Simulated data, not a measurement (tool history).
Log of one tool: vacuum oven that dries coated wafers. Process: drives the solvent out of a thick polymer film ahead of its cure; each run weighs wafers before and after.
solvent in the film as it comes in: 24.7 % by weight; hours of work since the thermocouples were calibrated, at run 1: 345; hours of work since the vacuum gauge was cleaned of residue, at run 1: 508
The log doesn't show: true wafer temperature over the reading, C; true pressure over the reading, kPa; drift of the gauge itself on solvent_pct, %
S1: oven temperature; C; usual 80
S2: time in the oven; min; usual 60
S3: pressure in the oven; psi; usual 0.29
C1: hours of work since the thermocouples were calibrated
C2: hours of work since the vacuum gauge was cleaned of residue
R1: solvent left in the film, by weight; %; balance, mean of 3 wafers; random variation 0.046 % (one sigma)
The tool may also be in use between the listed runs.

run 1 day=0 | S1=80 S2=60 S3=0.29 | C1=345 C2=508 | R1=1.48
run 2 day=1.092 | S1=73 S2=60 S3=0.29 | C1=362 C2=524 | R1=3.56
run 3 day=2.579 | S1=73 S2=60 S3=0.29 | C1=384 C2=546 | R1=3.65
run 4 day=3.404 | S1=73 S2=60 S3=0.29 | C1=396 C2=559 | R1=3.56
run 5 day=4.046 | S1=73 S2=60 S3=0.29 | C1=405 C2=568 | R1=3.63
run 6 day=5.192 | S1=73 S2=60 S3=0.29 | C1=422 C2=585 | R1=3.5
run 7 day=6.371 | S1=80 S2=54 S3=0.29 | C1=440 C2=603 | R1=1.7
run 8 day=7.529 | S1=84 S2=60 S3=0.29 | C1=457 C2=620 | R1=0.85
run 9 day=8.458 | S1=80 S2=60 S3=0.29 | C1=471 C2=634 | R1=1.51
run 10 day=9.558 | S1=80 S2=60 S3=0.812 | C1=487 C2=650 | R1=2.65
run 11 day=10.171 | S1=80 S2=60 S3=0.812 | C1=496 C2=659 | R1=2.57
run 12 day=10.796 | S1=80 S2=60 S3=0.812 | C1=506 C2=668 | R1=2.53
run 13 day=11.888 | S1=80 S2=60 S3=0.812 | C1=522 C2=684 | R1=2.56
run 14 day=12.55 | S1=80 S2=39 S3=0.29 | C1=532 C2=694 | R1=2.95
run 15 day=13.946 | S1=80 S2=39 S3=0.29 | C1=552 C2=715 | R1=3.04
run 16 day=14.733 | S1=80 S2=39 S3=0.29 | C1=564 C2=727 | R1=3.05
run 17 day=16.15 | S1=80 S2=39 S3=0.29 | C1=585 C2=748 | R1=2.99
run 18 day=17.492 | S1=80 S2=35 S3=0.29 | C1=605 C2=768 | R1=3.58
run 19 day=18.371 | S1=90 S2=60 S3=0.29 | C1=618 C2=781 | R1=0.52
run 20 day=19.754 | S1=90 S2=60 S3=0.29 | C1=638 C2=801 | R1=0.46
run 21 day=20.729 | S1=80 S2=60 S3=0.29 | C1=653 C2=816 | R1=1.44
run 22 day=21.996 | S1=80 S2=85 S3=0.29 | C1=672 C2=834 | R1=0.8
run 23 day=23.071 | S1=92 S2=54 S3=0.598 | C1=688 C2=850 | R1=0.83
run 24 day=23.758 | S1=68 S2=54 S3=0.598 | C1=698 C2=861 | R1=7.79
run 25 day=24.879 | S1=68 S2=54 S3=0.598 | C1=714 C2=877 | R1=7.75
run 26 day=25.95 | S1=68 S2=54 S3=0.598 | C1=730 C2=893 | R1=7.66
run 27 day=27.271 | S1=93 S2=65 S3=0.598 | C1=750 C2=913 | R1=0.8
run 28 day=28.175 | S1=83 S2=65 S3=0.598 | C1=763 C2=926 | R1=1.5
run 29 day=29.596 | S1=84 S2=60 S3=1.089 | C1=784 C2=947 | R1=2.42
run 30 day=30.525 | S1=85 S2=60 S3=0.73 | C1=798 C2=961 | R1=1.61
run 31 day=31.633 | S1=92 S2=55 S3=0.73 | C1=815 C2=977 | R1=1.17
run 32 day=32.283 | S1=70 S2=69 S3=0.672 | C1=824 C2=987 | R1=5.32
run 33 day=33.162 | S1=77 S2=71 S3=0.502 | C1=837 C2=1000 | R1=2.19
run 34 day=34.342 | S1=78 S2=51 S3=0.709 | C1=855 C2=1018 | R1=3.4
run 35 day=35.521 | S1=78 S2=51 S3=0.709 | C1=872 C2=1035 | R1=3.42
run 36 day=36.971 | S1=78 S2=51 S3=0.709 | C1=894 C2=1057 | R1=3.48
run 37 day=38.192 | S1=78 S2=51 S3=0.709 | C1=912 C2=1075 | R1=3.53
run 38 day=39.642 | S1=81 S2=31 S3=0.238 | C1=933 C2=1096 | R1=3.79
run 39 day=40.871 | S1=94 S2=58 S3=0.761 | C1=952 C2=1114 | R1=1.04
run 40 day=41.962 | S1=83 S2=51 S3=0.772 | C1=968 C2=1131 | R1=2.21
run 41 day=43.1 | S1=83 S2=51 S3=0.772 | C1=985 C2=1148 | R1=2.27

4 ways to go on from here, each from the tool as it stands after run 41. What would each give?
run A day=44.258 | S1=83 S2=51 S3=0.292 | C1=1002 C2=1165 | R1=?
run B day=44.258 | S1=95 S2=41 S3=0.747 | C1=1002 C2=1165 | R1=?
run C day=44.258 | S1=83 S2=38 S3=0.772 | C1=1002 C2=1165 | R1=?
run D day=44.258 | S1=80 S2=44 S3=0.29 | C1=1002 C2=1165 | R1=?

run=A R1=1.22
run=B R1=1.04
run=C R1=3.08
run=D R1=2.51
Without the tool's hidden state the same runs would have given:
run=A R1=1.2
run=B R1=1.03
run=C R1=3.05
run=D R1=2.48
